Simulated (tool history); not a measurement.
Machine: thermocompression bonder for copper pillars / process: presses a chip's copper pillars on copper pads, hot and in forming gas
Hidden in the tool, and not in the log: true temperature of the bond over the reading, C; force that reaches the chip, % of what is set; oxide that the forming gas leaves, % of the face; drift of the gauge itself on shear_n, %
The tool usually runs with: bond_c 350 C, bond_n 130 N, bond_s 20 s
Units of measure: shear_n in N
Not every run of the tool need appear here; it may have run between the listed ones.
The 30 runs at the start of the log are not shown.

run,day,bond_c,bond_n,bond_s,hours of work since the heater was calibrated,hours of work since the force cell was calibrated,hours of work since the gas filter was changed,shear_n
31,7.608,368,84,38,194,258,5,75.6
32,7.812,358,172,52,196,260,7,105.9
33,7.971,376,172,29,198,262,9,104.6
34,8.354,376,172,29,202,266,13,103.8
35,8.504,369,127,49,204,268,15,97.7
36,8.708,350,130,11,206,270,17,54.4
37,8.908,333,157,27,209,272,19,72.2
38,9.171,369,112,18,212,275,22,72.1
39,9.529,325,81,20,216,279,26,35.7

Consider 5 possible next runs. They are alternatives, not a sequence: every one starts from the tool as it was left by run 39. What does each give?
A,9.688,350,99,20,217,281,28,?
B,9.688,347,144,17,217,281,28,?
C,9.688,357,83,20,217,281,28,?
D,9.688,348,130,20,217,281,28,?
E,9.688,345,166,20,217,281,28,?

run,shear_n
A,57.2
B,65.5
C,54.5
D,66.9
E,74.6
Take away the tool's hidden state, keep each run's random variation, and the runs would have read:
run,shear_n
A,56.0
B,64.2
C,53.3
D,65.6
E,73.3

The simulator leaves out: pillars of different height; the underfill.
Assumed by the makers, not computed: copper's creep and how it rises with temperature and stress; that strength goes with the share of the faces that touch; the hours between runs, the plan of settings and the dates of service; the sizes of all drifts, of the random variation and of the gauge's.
